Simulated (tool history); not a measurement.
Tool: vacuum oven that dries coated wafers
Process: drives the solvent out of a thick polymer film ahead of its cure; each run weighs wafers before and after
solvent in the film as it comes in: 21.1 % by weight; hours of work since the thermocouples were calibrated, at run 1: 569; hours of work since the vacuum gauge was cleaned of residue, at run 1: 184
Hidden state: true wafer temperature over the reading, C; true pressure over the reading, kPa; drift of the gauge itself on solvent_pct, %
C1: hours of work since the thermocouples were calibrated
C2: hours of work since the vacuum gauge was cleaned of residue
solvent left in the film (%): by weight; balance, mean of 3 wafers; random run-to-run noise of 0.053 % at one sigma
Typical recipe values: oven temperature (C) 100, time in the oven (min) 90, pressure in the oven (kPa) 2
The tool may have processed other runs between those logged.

{"run": 1, "day": 0.0, "oven temperature (C)": 100, "time in the oven (min)": 90, "pressure in the oven (kPa)": 2, "C1": 569, "C2": 184, "solvent left in the film (%)": 2.78}
{"run": 2, "day": 1.062, "oven temperature (C)": 100, "time in the oven (min)": 90, "pressure in the oven (kPa)": 2, "C1": 587, "C2": 203, "solvent left in the film (%)": 2.83}
{"run": 3, "day": 2.483, "oven temperature (C)": 100, "time in the oven (min)": 50, "pressure in the oven (kPa)": 2, "C1": 612, "C2": 228, "solvent left in the film (%)": 5.1}
{"run": 4, "day": 4.571, "oven temperature (C)": 100, "time in the oven (min)": 50, "pressure in the oven (kPa)": 2, "C1": 648, "C2": 264, "solvent left in the film (%)": 5.28}
{"day": 6.767, "done": "oven's thermocouples calibrated"}
{"run": 5, "day": 7.1, "oven temperature (C)": 100, "time in the oven (min)": 90, "pressure in the oven (kPa)": 2.36, "C1": 6, "C2": 306, "solvent left in the film (%)": 3.05}
{"run": 6, "day": 9.554, "oven temperature (C)": 100, "time in the oven (min)": 90, "pressure in the oven (kPa)": 2.2, "C1": 48, "C2": 349, "solvent left in the film (%)": 2.99}
{"run": 7, "day": 11.6, "oven temperature (C)": 100, "time in the oven (min)": 48, "pressure in the oven (kPa)": 2, "C1": 84, "C2": 385, "solvent left in the film (%)": 5.29}
{"run": 8, "day": 13.542, "oven temperature (C)": 100, "time in the oven (min)": 48, "pressure in the oven (kPa)": 2, "C1": 118, "C2": 418, "solvent left in the film (%)": 5.26}
{"run": 9, "day": 15.508, "oven temperature (C)": 100, "time in the oven (min)": 48, "pressure in the oven (kPa)": 2, "C1": 152, "C2": 453, "solvent left in the film (%)": 5.33}
{"run": 10, "day": 16.992, "oven temperature (C)": 100, "time in the oven (min)": 88, "pressure in the oven (kPa)": 2, "C1": 178, "C2": 478, "solvent left in the film (%)": 2.88}
{"run": 11, "day": 18.679, "oven temperature (C)": 100, "time in the oven (min)": 88, "pressure in the oven (kPa)": 2, "C1": 207, "C2": 508, "solvent left in the film (%)": 2.8}
{"run": 12, "day": 20.342, "oven temperature (C)": 100, "time in the oven (min)": 118, "pressure in the oven (kPa)": 2, "C1": 236, "C2": 537, "solvent left in the film (%)": 2.36}
{"run": 13, "day": 21.417, "oven temperature (C)": 100, "time in the oven (min)": 90, "pressure in the oven (kPa)": 2, "C1": 255, "C2": 555, "solvent left in the film (%)": 2.85}
{"run": 14, "day": 23.775, "oven temperature (C)": 100, "time in the oven (min)": 90, "pressure in the oven (kPa)": 2, "C1": 296, "C2": 596, "solvent left in the film (%)": 2.91}
{"run": 15, "day": 26.362, "oven temperature (C)": 103, "time in the oven (min)": 56, "pressure in the oven (kPa)": 2, "C1": 341, "C2": 641, "solvent left in the film (%)": 3.94}
{"run": 16, "day": 27.725, "oven temperature (C)": 86, "time in the oven (min)": 84, "pressure in the oven (kPa)": 2, "C1": 364, "C2": 665, "solvent left in the film (%)": 7.33}
{"run": 17, "day": 29.392, "oven temperature (C)": 86, "time in the oven (min)": 84, "pressure in the oven (kPa)": 2, "C1": 393, "C2": 694, "solvent left in the film (%)": 7.36}
{"run": 18, "day": 31.808, "oven temperature (C)": 90, "time in the oven (min)": 100, "pressure in the oven (kPa)": 2.41, "C1": 435, "C2": 736, "solvent left in the film (%)": 5.59}
{"run": 19, "day": 33.546, "oven temperature (C)": 100, "time in the oven (min)": 67, "pressure in the oven (kPa)": 2, "C1": 465, "C2": 766, "solvent left in the film (%)": 4.01}
{"run": 20, "day": 34.804, "oven temperature (C)": 100, "time in the oven (min)": 67, "pressure in the oven (kPa)": 2, "C1": 487, "C2": 788, "solvent left in the film (%)": 4}
{"run": 21, "day": 36.767, "oven temperature (C)": 109, "time in the oven (min)": 84, "pressure in the oven (kPa)": 2.27, "C1": 521, "C2": 822, "solvent left in the film (%)": 2.01}
{"run": 22, "day": 39.35, "oven temperature (C)": 109, "time in the oven (min)": 84, "pressure in the oven (kPa)": 2.27, "C1": 566, "C2": 867, "solvent left in the film (%)": 1.96}
{"run": 23, "day": 41.775, "oven temperature (C)": 105, "time in the oven (min)": 84, "pressure in the oven (kPa)": 2.89, "C1": 608, "C2": 909, "solvent left in the film (%)": 3.02}
{"run": 24, "day": 43.904, "oven temperature (C)": 105, "time in the oven (min)": 84, "pressure in the oven (kPa)": 2.89, "C1": 646, "C2": 946, "solvent left in the film (%)": 3.01}
{"run": 25, "day": 45.475, "oven temperature (C)": 89, "time in the oven (min)": 140, "pressure in the oven (kPa)": 5.75, "C1": 673, "C2": 973, "solvent left in the film (%)": 8.8}
{"day": 46.083, "done": "oven's thermocouples calibrated"}
{"run": 26, "day": 47.171, "oven temperature (C)": 111, "time in the oven (min)": 90, "pressure in the oven (kPa)": 2, "C1": 19, "C2": 1001, "solvent left in the film (%)": 1.57}
{"run": 27, "day": 48.629, "oven temperature (C)": 98, "time in the oven (min)": 90, "pressure in the oven (kPa)": 5.23, "C1": 44, "C2": 1027, "solvent left in the film (%)": 6.37}
{"run": 28, "day": 51.196, "oven temperature (C)": 98, "time in the oven (min)": 90, "pressure in the oven (kPa)": 5.23, "C1": 89, "C2": 1071, "solvent left in the film (%)": 6.29}

Below are 3 alternative next runs, each starting from the tool's condition after run 28. Predict each:
{"run": "A", "day": 53.121, "oven temperature (C)": 106, "time in the oven (min)": 149, "pressure in the oven (kPa)": 1.41, "C1": 122, "C2": 1105, "solvent left in the film (%)": "?"}
{"run": "B", "day": 53.121, "oven temperature (C)": 98, "time in the oven (min)": 90, "pressure in the oven (kPa)": 1.31, "C1": 122, "C2": 1105, "solvent left in the film (%)": "?"}
{"run": "C", "day": 53.121, "oven temperature (C)": 98, "time in the oven (min)": 59, "pressure in the oven (kPa)": 5.38, "C1": 122, "C2": 1105, "solvent left in the film (%)": "?"}

run=A solvent_left_in_the_film_(%)=1.35
run=B solvent_left_in_the_film_(%)=2.94
run=C solvent_left_in_the_film_(%)=7.7
Without the tool's unlogged condition, the same runs would have read:
run=A solvent_left_in_the_film_(%)=0.99
run=B solvent_left_in_the_film_(%)=2.43
run=C solvent_left_in_the_film_(%)=7.18
